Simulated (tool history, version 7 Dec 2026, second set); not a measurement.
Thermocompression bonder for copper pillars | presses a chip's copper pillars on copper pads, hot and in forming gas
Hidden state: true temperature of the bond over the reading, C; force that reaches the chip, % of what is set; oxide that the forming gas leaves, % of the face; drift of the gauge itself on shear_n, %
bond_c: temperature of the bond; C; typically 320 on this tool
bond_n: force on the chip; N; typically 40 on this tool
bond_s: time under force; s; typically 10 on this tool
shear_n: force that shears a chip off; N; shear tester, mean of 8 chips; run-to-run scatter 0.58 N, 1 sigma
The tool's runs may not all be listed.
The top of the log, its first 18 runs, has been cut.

run,hour,bond_c,bond_n,bond_s,hours of work since the heater was calibrated,hours of work since the force cell was calibrated,hours of work since the gas filter was changed,shear_n
19,564.2,320,40,10,499,531,96,58.7
20,605.4,320,40,10,521,553,118,57.5
21,626.8,320,40,10,532,564,129,57.9
22,662,320,31,10,550,582,147,50.5
23,702,320,31,10,571,603,168,50.3
24,723,320,32,14,582,614,179,57.6
25,758.2,320,34,16,600,632,197,60.7
26,799.1,320,34,16,622,653,219,59.5
# hour 809.4: forming gas filter changed
27,823.8,320,34,16,634,666,7,60.1
28,845.7,314,50,10,646,677,19,62.6
29,887.9,317,25,9,668,699,41,42
30,908.7,321,41,12,678,710,52,62.1
31,941.4,310,46,5,695,727,69,46.3
# hour 948.3: force cell calibrated
32,972.5,310,46,5,711,13,84,46.7
33,992.3,343,52,8,721,23,94,72.2
34,1037.4,343,31,24,745,46,118,73.4
35,1079.8,343,31,24,767,68,140,73

Run 36, settings as shown, results not yet in. Your forecast:
36,1116.1,343,31,24,786,87,159,?

{"run 36": {"shear_n": 73.1}}
Were there no unlogged condition in the tool, this run, its random variation unchanged, would have produced shear_n 73.5 N.
